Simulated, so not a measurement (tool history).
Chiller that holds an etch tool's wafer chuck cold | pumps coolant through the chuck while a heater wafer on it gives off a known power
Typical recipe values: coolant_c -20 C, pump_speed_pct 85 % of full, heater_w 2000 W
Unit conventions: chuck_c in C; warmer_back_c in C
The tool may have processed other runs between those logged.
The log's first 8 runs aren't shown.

run,hour,coolant_c,pump_speed_pct,heater_w,hours since the coolant was changed and the channels were flushed,hours since the pump was overhauled,hours since the chiller's thermometer was calibrated,chuck_c,warmer_back_c
9,198.0,-26,85,2000,135,530,3153,-5.0,5.31
10,217.7,-19,85,2000,155,549,3173,1.9,5.30
11,247.9,-19,85,2000,185,579,3203,1.7,5.30
12,268.0,-19,85,2000,205,600,3223,1.8,5.39
13,292.4,-19,85,2000,230,624,3247,2.0,5.36
14,321.3,-19,85,2000,259,653,3276,1.9,5.40
15,337.0,-20,85,2000,274,669,3292,0.9,5.38
16,362.0,-22,85,2000,299,694,3317,-1.0,5.35
17,382.8,-19,85,2720,320,714,3338,10.1,7.29
18,403.5,-19,85,2720,341,735,3359,9.8,7.33
19,431.4,-22,64,1575,369,763,3386,-0.9,5.73
20,468.8,-20,88,2000,406,800,3424,0.5,5.17
21,502.7,-11,63,1939,440,834,3458,15.8,7.16
22,524.5,-11,63,1939,462,856,3480,15.7,7.24
23,555.0,-29,81,1623,492,887,3510,-11.2,4.61

Run 24 comes next. What will it give?
24,573.8,-22,77,1572,511,905,3529,?,?

chuck_c: -4.2 C
warmer_back_c: 4.74 C
Were there no unlogged condition in the tool, this run, its random variation unchanged, would have produced chuck_c -4.0 C, warmer_back_c 4.63 C.
